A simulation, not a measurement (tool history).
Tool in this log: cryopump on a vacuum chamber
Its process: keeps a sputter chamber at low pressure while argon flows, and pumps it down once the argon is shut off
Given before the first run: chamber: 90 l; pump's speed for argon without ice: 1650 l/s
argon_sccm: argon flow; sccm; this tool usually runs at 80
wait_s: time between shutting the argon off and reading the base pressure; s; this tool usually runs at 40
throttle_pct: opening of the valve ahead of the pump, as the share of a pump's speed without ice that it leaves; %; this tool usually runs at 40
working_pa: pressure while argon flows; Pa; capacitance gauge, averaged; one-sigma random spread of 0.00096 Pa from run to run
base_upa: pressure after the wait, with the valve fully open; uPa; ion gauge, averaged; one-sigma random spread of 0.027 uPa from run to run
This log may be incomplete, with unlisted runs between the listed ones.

run   hour  argon_sccm  wait_s  throttle_pct  working_pa  base_upa
  1      0          80      40            40       0.226      2.95
  2    8.9          80      40            40      0.2269      2.93
  3   25.5          80      40            40      0.2265      2.98
      36.4  -- pump warmed up, emptied and cooled again
  4   45.4          80      40            26      0.3162      2.61
  5   54.7          80      40            40      0.2073      2.62
  6   74.6          80      40            40       0.208      2.66
  7   88.3          80      40            40      0.2085       2.6
  8  101.5          80      40            40      0.2094      2.68
  9  117.6          80      40            40      0.2095       2.7
 10  130.5          80      40            40      0.2096      2.78
 11  138.6          80      40            40      0.2106      2.78
 12  152.9          66      40            40      0.1749      2.73
 13  171.9          66      40            40      0.1739      2.98
 14  183.5          66      40            40      0.1748      2.89
 15  196.6          66      40            15      0.4609      2.84
 16    215          66      40            15      0.4599      2.92
 17  233.4          80     115            40       0.219      2.25
 18  253.1          69      81            38       0.197      2.51
 19  271.6         148     247            38      0.4255       2.2
 20  284.8          67     102            18      0.3913      2.41
 21  300.1          67     102            18      0.3947      2.52
 22    313          80      73            40      0.2239      2.64
 23  326.3          59      40            50      0.1352      3.14
 24  336.7         100      46            50      0.2265      3.02
 25  356.5         100      46            50      0.2277      3.15
 26  366.9          54      23            48      0.1291      4.07
 27  381.6          54      23            48      0.1313      4.13
 28  392.1          54      23            48      0.1304      4.25
 29  400.7          54      23            48      0.1311      4.24
       414  -- pump warmed up, emptied and cooled again
 30  422.3          54      23            48      0.1174      3.68
 31    434          79      23            58      0.1424      3.65

Predict the results of run 32:
 32  452.4         140      40            16           ?         ?

{"run 32": {"working_pa": 0.8991, "base_upa": 3.02}}
With the hidden condition absent and the run-to-run variation left alone, this run would have shown working_pa 0.8932 Pa, base_upa 1.21 uPa.

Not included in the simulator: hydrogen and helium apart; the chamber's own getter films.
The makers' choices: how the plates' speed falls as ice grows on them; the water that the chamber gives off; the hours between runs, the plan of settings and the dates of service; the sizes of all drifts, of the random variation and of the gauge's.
